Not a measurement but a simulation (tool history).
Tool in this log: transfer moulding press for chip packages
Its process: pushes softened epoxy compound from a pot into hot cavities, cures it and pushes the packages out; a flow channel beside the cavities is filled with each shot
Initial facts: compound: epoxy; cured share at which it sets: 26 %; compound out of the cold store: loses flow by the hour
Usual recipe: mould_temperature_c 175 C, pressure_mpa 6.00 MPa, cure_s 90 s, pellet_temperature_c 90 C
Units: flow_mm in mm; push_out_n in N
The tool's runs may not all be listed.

run,hour,mould_temperature_c,pressure_mpa,cure_s,pellet_temperature_c,incoming compound's hours out of the cold store,flow_mm,push_out_n
1,0.0,175,6.00,90,90,45.6,684,357
# hour 71.0: cavities cleaned with cleaning compound and waxed
2,91.8,175,6.00,90,90,39.0,702,327
# hour 111.7: plunger's sealing rings changed
3,148.3,175,6.00,90,90,35.8,763,404
# hour 163.2: mould's thermocouples calibrated
# hour 191.0: cavities cleaned with cleaning compound and waxed
4,239.4,175,6.00,90,90,25.3,811,392
# hour 309.5: cavities cleaned with cleaning compound and waxed
5,335.0,175,6.00,79,90,14.4,862,500
6,391.9,175,6.00,79,86,46.2,687,560
# hour 429.9: cavities cleaned with cleaning compound and waxed
7,489.5,181,6.45,79,90,45.9,691,355
# hour 553.0: cavities cleaned with cleaning compound and waxed
8,572.8,181,6.00,90,90,41.1,678,262
# hour 592.1: plunger's sealing rings changed
# hour 602.5: mould's thermocouples calibrated, once more
# hour 674.8: cavities cleaned with cleaning compound and waxed
9,674.8,181,6.00,90,90,25.2,793,214
10,734.7,168,5.79,124,90,14.7,870,359
# hour 796.8: cavities cleaned with cleaning compound and waxed
11,828.7,168,5.79,124,90,28.5,779,297
12,869.6,168,5.79,124,90,10.4,878,367

Below are 3 alternative next runs, each starting from the tool's condition after run 12. Predict each:
# hour 915.6: cavities cleaned with cleaning compound and waxed
A,926.2,175,6.00,90,92,26.2,?,?
# hour 915.6: cavities cleaned with cleaning compound and waxed
B,926.2,168,5.79,124,89,19.2,?,?
# hour 915.6: cavities cleaned with cleaning compound and waxed
C,926.2,168,5.79,94,90,9.4,?,?

run,flow_mm,push_out_n
A,785,285
B,817,278
C,866,448
What these runs would have given with no unlogged condition in the tool:
run,flow_mm,push_out_n
A,828,239
B,862,233
C,914,371
